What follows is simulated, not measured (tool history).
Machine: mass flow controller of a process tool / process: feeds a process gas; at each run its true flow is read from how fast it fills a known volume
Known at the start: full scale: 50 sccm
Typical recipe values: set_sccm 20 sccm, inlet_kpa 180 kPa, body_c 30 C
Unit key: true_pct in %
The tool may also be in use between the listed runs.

run,hour,set_sccm,inlet_kpa,body_c,true_pct
1,0,20,180,30,97.75
2,501.3,20,180,30,97.93
3,770.7,20,180,30,97.97
4,1200.3,20,180,30,98.09
5,1633.9,20,180,30,98.24
6,2138,20,180,30,98.42
7,2609.4,12,180,30,98.05
8,2999.4,12,180,30,98.26
9,3348.4,12,180,30,98.27
10,3743.8,20,180,39,98.43
11,3996.6,20,242,30,99.29
12,4281.8,5,180,30,98.18
13,4836.7,5,180,30,98.38
14,5313.3,5,180,30,98.57
15,5577.9,5,180,30,98.66
16,5827.9,5,180,30,98.76
17,6141.9,7,260,28,99.46
18,6406.7,20,180,31,99.73
19,6898.7,20,257,30,100.35
20,7166.2,28,179,21,101.29
# hour 7392.1: controller exchanged for a calibrated one
21,7551.2,28,179,21,101.51
22,7933.4,11,148,30,99.76
# hour 8025: gauge calibrated
23,8301.8,20,275,26,98.68
24,8618.9,20,248,37,97.72
25,8954.3,20,248,37,97.92
26,9512.9,20,174,30,98.14
27,10108.8,5,157,30,97.31
28,10612.6,24,157,30,98.67

5 ways to go on from here, each from the tool as it stands after run 28. What would each give?
A,10944,5,252,21,?
B,10944,42,197,34,?
C,10944,13,192,30,?
D,10944,18,157,30,?
E,10944,35,157,30,?

run,true_pct
A,98.8
B,99.87
C,98.28
D,98.37
E,99.48
With the hidden condition removed and each run's random variation left untouched, the same runs would have given:
run,true_pct
A,97.83
B,98.89
C,97.32
D,97.4
E,98.5
